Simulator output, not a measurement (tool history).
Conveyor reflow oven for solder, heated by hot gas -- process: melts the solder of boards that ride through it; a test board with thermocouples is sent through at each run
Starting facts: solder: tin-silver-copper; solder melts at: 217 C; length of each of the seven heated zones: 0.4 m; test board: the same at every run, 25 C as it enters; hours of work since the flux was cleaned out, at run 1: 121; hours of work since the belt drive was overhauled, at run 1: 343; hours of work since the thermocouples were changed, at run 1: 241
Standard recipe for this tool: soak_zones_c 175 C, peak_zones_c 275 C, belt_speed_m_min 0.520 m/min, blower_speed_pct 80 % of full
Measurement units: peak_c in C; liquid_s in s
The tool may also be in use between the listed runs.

| run | hour | soak_zones_c | peak_zones_c | belt_speed_m_min | blower_speed_pct | hours of work since the flux was cleaned out | hours of work since the belt drive was overhauled | hours of work since the thermocouples were changed | peak_c | liquid_s |
|---|---|---|---|---|---|---|---|---|---|---|
| 1 | 0.0 | 175 | 275 | 0.520 | 80 | 121 | 343 | 241 | 259.6 | 76.2 |
| 2 | 25.6 | 175 | 275 | 0.520 | 80 | 134 | 356 | 254 | 260.2 | 75.7 |
| 3 | 55.5 | 175 | 275 | 0.520 | 86 | 149 | 370 | 269 | 260.6 | 77.0 |
| 4 | 84.2 | 170 | 275 | 0.520 | 80 | 163 | 385 | 283 | 258.7 | 72.8 |
| 5 | 103.5 | 175 | 275 | 0.520 | 80 | 172 | 394 | 292 | 259.4 | 75.6 |
| 6 | 131.1 | 175 | 275 | 0.520 | 80 | 186 | 408 | 306 | 259.1 | 75.6 |
| 7 | 156.7 | 175 | 275 | 0.520 | 80 | 199 | 420 | 319 | 259.7 | 75.2 |
| 8 | 183.8 | 184 | 275 | 0.520 | 80 | 212 | 434 | 332 | 260.0 | 80.7 |
| 9 | 207.0 | 175 | 275 | 0.609 | 80 | 223 | 445 | 343 | 253.2 | 59.6 |
| 10 | 233.2 | 169 | 275 | 0.520 | 80 | 236 | 458 | 356 | 257.6 | 72.9 |
|  | 250.5 | flux residue cleaned out of gas plates and filters |
| 11 | 253.4 | 169 | 275 | 0.520 | 80 | 1 | 466 | 364 | 256.5 | 72.0 |
| 12 | 276.6 | 169 | 275 | 0.520 | 80 | 13 | 477 | 375 | 257.3 | 71.6 |
| 13 | 290.6 | 169 | 275 | 0.520 | 80 | 20 | 484 | 382 | 257.7 | 70.6 |
| 14 | 304.5 | 169 | 275 | 0.520 | 80 | 27 | 491 | 389 | 257.2 | 71.3 |
| 15 | 323.0 | 169 | 275 | 0.520 | 80 | 36 | 500 | 398 | 256.8 | 70.5 |
|  | 332.1 | flux residue cleaned out of gas plates and filters, once more |
| 16 | 351.6 | 167 | 263 | 0.520 | 80 | 10 | 512 | 410 | 248.5 | 64.8 |
| 17 | 378.4 | 167 | 263 | 0.520 | 80 | 23 | 525 | 423 | 248.1 | 64.8 |
| 18 | 402.5 | 167 | 263 | 0.520 | 80 | 35 | 537 | 435 | 247.8 | 64.6 |
| 19 | 427.3 | 167 | 263 | 0.520 | 80 | 47 | 549 | 447 | 249.2 | 64.0 |
| 20 | 440.4 | 180 | 287 | 0.612 | 75 | 53 | 556 | 454 | 263.8 | 68.5 |
| 21 | 464.4 | 166 | 280 | 0.449 | 80 | 65 | 568 | 466 | 266.5 | 90.4 |
| 22 | 492.1 | 166 | 280 | 0.449 | 80 | 79 | 581 | 479 | 267.0 | 90.8 |
| 23 | 514.8 | 166 | 280 | 0.449 | 80 | 90 | 592 | 491 | 266.7 | 90.5 |
| 24 | 529.5 | 166 | 280 | 0.449 | 80 | 98 | 600 | 498 | 266.6 | 91.5 |
| 25 | 551.8 | 166 | 280 | 0.462 | 80 | 109 | 611 | 509 | 265.6 | 87.4 |
| 26 | 573.9 | 166 | 280 | 0.462 | 80 | 119 | 622 | 520 | 265.8 | 86.7 |
| 27 | 599.4 | 166 | 280 | 0.462 | 80 | 132 | 634 | 532 | 265.6 | 87.5 |
| 28 | 623.7 | 174 | 266 | 0.496 | 73 | 144 | 646 | 544 | 251.0 | 72.4 |
| 29 | 639.9 | 174 | 266 | 0.496 | 73 | 152 | 654 | 552 | 250.5 | 73.2 |
| 30 | 663.3 | 174 | 266 | 0.496 | 73 | 164 | 666 | 564 | 250.4 | 72.5 |

5 options for the next run, each taken on its own from the tool as it stands now. Forecast them:
| A | 679.7 | 174 | 279 | 0.582 | 73 | 172 | 674 | 572 | ? | ? |
| B | 679.7 | 174 | 285 | 0.514 | 57 | 172 | 674 | 572 | ? | ? |
| C | 679.7 | 174 | 283 | 0.575 | 73 | 172 | 674 | 572 | ? | ? |
| D | 679.7 | 174 | 282 | 0.496 | 76 | 172 | 674 | 572 | ? | ? |
| E | 679.7 | 174 | 281 | 0.482 | 73 | 172 | 674 | 572 | ? | ? |

| run | peak_c | liquid_s |
|---|---|---|
| A | 256.6 | 65.1 |
| B | 261.3 | 77.2 |
| C | 260.6 | 67.9 |
| D | 265.5 | 83.4 |
| E | 264.7 | 86.4 |
Take away the tool's hidden state, keep each run's random variation, and the runs would have read:
| run | peak_c | liquid_s |
|---|---|---|
| A | 259.1 | 66.0 |
| B | 263.6 | 77.7 |
| C | 263.1 | 68.6 |
| D | 268.0 | 83.7 |
| E | 267.1 | 86.7 |
